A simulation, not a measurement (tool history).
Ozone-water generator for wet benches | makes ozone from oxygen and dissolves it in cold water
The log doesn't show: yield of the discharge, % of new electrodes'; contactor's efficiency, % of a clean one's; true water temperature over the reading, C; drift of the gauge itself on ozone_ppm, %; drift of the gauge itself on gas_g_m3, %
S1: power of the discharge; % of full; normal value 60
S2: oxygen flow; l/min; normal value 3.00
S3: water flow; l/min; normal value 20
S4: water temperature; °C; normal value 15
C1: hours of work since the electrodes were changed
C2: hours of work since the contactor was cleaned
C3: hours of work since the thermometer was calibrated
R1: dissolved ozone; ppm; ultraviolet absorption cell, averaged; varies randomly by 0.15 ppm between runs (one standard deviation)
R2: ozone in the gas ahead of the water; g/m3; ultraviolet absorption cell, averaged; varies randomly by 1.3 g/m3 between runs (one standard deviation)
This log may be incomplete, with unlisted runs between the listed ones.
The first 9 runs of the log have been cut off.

| run | day | S1 | S2 | S3 | S4 | C1 | C2 | C3 | R1 | R2 |
|---|---|---|---|---|---|---|---|---|---|---|
| 10 | 15.004 | 60 | 3.00 | 20 | 15 | 720 | 2156 | 4631 | 18.8 | 245.0 |
| 11 | 16.842 | 60 | 3.00 | 20 | 16 | 760 | 2196 | 4670 | 18.7 | 242.6 |
| 12 | 18.225 | 60 | 3.00 | 20 | 16 | 789 | 2225 | 4700 | 18.8 | 242.5 |
| 13 | 19.796 | 60 | 4.73 | 20 | 15 | 823 | 2259 | 4733 | 19.6 | 189.3 |
| 14 | 20.879 | 60 | 4.73 | 20 | 15 | 846 | 2282 | 4757 | 19.4 | 186.4 |
| 15 | 21.800 | 60 | 4.21 | 20 | 15 | 866 | 2302 | 4776 | 19.3 | 202.0 |
| 16 | 22.917 | 60 | 4.21 | 20 | 15 | 890 | 2326 | 4800 | 19.2 | 198.6 |
| 17 | 24.275 | 60 | 4.21 | 20 | 15 | 919 | 2355 | 4829 | 19.3 | 198.1 |
| 18 | 25.588 | 81 | 4.21 | 20 | 19 | 947 | 2383 | 4857 | 23.0 | 248.9 |
| 19 | 27.354 | 60 | 3.00 | 17 | 15 | 985 | 2421 | 4895 | 21.5 | 240.6 |
| 20 | 28.408 | 56 | 3.36 | 28 | 21 | 1007 | 2443 | 4918 | 12.6 | 216.1 |
| 21 | 29.921 | 60 | 1.90 | 20 | 12 | 1039 | 2476 | 4950 | 17.5 | 314.2 |
| 22 | 31.117 | 60 | 1.90 | 30 | 7 | 1065 | 2501 | 4976 | 11.5 | 313.5 |
| 23 | 32.792 | 60 | 5.10 | 28 | 12 | 1101 | 2537 | 5012 | 14.9 | 178.7 |
| 24 | 33.708 | 60 | 5.10 | 28 | 12 | 1121 | 2557 | 5031 | 14.6 | 179.0 |
|  | 34.750 | water thermometer calibrated |
| 25 | 34.850 | 48 | 3.00 | 18 | 11 | 1145 | 2581 | 2 | 18.2 | 204.4 |
| 26 | 36.658 | 40 | 5.23 | 20 | 15 | 1183 | 2620 | 41 | 14.6 | 129.1 |
| 27 | 38.667 | 53 | 4.49 | 12 | 16 | 1226 | 2662 | 84 | 25.8 | 176.1 |
| 28 | 40.662 | 53 | 2.61 | 12 | 12 | 1269 | 2705 | 127 | 27.4 | 233.9 |
| 29 | 42.442 | 53 | 2.53 | 12 | 23 | 1307 | 2743 | 165 | 23.5 | 241.0 |
| 30 | 43.571 | 67 | 2.53 | 18 | 23 | 1331 | 2767 | 189 | 20.2 | 286.3 |
| 31 | 45.154 | 60 | 3.00 | 20 | 18 | 1365 | 2801 | 223 | 17.9 | 239.1 |
| 32 | 47.096 | 60 | 3.00 | 20 | 18 | 1407 | 2843 | 264 | 18.0 | 239.9 |
| 33 | 48.988 | 60 | 3.00 | 20 | 18 | 1447 | 2883 | 305 | 17.9 | 238.3 |

What if the next run were any one of these 4? Each begins from the tool's condition after run 33:
| A | 50.975 | 60 | 5.19 | 31 | 15 | 1490 | 2926 | 347 | ? | ? |
| B | 50.975 | 60 | 3.00 | 18 | 18 | 1490 | 2926 | 347 | ? | ? |
| C | 50.975 | 60 | 3.00 | 20 | 9 | 1490 | 2926 | 347 | ? | ? |
| D | 50.975 | 60 | 3.42 | 20 | 9 | 1490 | 2926 | 347 | ? | ? |

| run | R1 | R2 |
|---|---|---|
| A | 13.0 | 175.5 |
| B | 19.8 | 240.3 |
| C | 19.5 | 239.5 |
| D | 19.9 | 222.8 |
The same runs, with their run-to-run variation unchanged, on a tool lacking any hidden condition would have given:
| run | R1 | R2 |
|---|---|---|
| A | 13.9 | 180.0 |
| B | 21.0 | 246.5 |
| C | 20.7 | 245.7 |
| D | 21.2 | 228.5 |
